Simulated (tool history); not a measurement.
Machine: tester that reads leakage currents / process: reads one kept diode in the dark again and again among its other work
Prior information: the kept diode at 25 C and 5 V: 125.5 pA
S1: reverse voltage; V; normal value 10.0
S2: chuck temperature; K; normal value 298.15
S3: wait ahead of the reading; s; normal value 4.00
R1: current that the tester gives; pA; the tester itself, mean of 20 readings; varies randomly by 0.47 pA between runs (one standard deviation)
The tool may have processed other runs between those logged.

run	day	S1	S2	S3	R1
1	0.000	10.0	298.15	4.00	174.20
2	3.446	10.0	298.15	4.00	174.29
3	5.017	10.0	298.15	4.00	175.25
4	8.833	3.1	298.15	4.00	116.06
5	12.458	2.2	298.15	4.00	103.22
6	14.129	2.2	298.15	4.00	102.98
7	17.000	10.0	298.15	4.00	177.76
8	19.992	2.9	298.15	4.00	113.79
9	22.779	2.9	298.15	4.00	114.47
10	26.038	10.0	298.15	4.00	180.11
11	29.804	10.0	298.15	4.00	178.56
12	32.046	10.0	298.15	4.00	179.84
13	34.283	10.0	295.15	4.00	145.12
14	37.329	1.1	330.15	3.30	858.57
15	40.762	3.8	330.15	8.56	1284.45
16	43.312	3.8	330.15	8.56	1275.97
# day 45.350: chuck's temperature calibrated
17	47.196	10.0	298.15	2.66	171.84
18	49.546	10.0	298.15	2.66	172.44
19	53.088	1.0	298.15	1.87	76.83
20	56.475	5.2	322.15	0.77	784.75
21	59.958	9.8	324.15	4.00	1096.92
22	62.288	9.8	304.15	2.05	267.72
23	66.004	13.6	298.15	1.60	198.75
24	68.733	1.9	298.15	3.98	97.05
25	72.388	1.9	298.15	2.04	96.80

Below are 4 alternative next runs, each starting from the tool's condition after run 25. Predict each:
# day 74.488: probe card cleaned and baked
A	74.783	10.0	299.15	9.68	?
# day 74.488: probe card cleaned and baked
B	74.783	1.7	298.15	3.59	?
# day 74.488: probe card cleaned and baked
C	74.783	1.9	323.15	2.04	?
# day 74.488: probe card cleaned and baked
D	74.783	10.0	301.15	4.00	?

run	R1
A	171.25
B	89.45
C	616.72
D	200.14
What these runs would have given with no unlogged condition in the tool:
run	R1
A	170.66
B	89.17
C	616.37
D	199.51
